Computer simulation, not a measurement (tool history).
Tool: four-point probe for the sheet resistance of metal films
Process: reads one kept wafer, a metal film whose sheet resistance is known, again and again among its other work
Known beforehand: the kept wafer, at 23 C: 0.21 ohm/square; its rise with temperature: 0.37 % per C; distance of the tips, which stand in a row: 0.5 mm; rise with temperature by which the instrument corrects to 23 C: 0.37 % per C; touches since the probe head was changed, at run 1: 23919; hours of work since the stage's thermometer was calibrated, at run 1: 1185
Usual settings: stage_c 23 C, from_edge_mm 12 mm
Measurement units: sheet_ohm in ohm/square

run	hour	stage_c	from_edge_mm	touches since the probe head was changed	hours of work since the stage's thermometer was calibrated	sheet_ohm
1	0.0	23	12	23919	1185	0.210251
2	19.7	23	12	24500	1196	0.210213
3	40.7	25	12	25119	1207	0.210150
4	61.3	23	12	25727	1217	0.210235
5	85.9	23	12	26450	1230	0.210153
6	121.4	22	12	27499	1249	0.210171
7	146.1	21	4	28226	1262	0.211750
8	169.0	26	6	28900	1274	0.210807
9	195.6	26	6	29683	1288	0.210744
10	224.2	23	23	30528	1302	0.210037

What if the next run were any one of these 4? Each begins from the tool's condition after run 10:
A	250.3	24	4	31297	1316	?
B	250.3	30	31	31297	1316	?
C	250.3	23	6	31297	1316	?
D	250.3	22	23	31297	1316	?

run	sheet_ohm
A	0.211744
B	0.210074
C	0.210735
D	0.210063
Take away the tool's hidden state, keep each run's random variation, and the runs would have read:
run	sheet_ohm
A	0.211765
B	0.210095
C	0.210756
D	0.210084
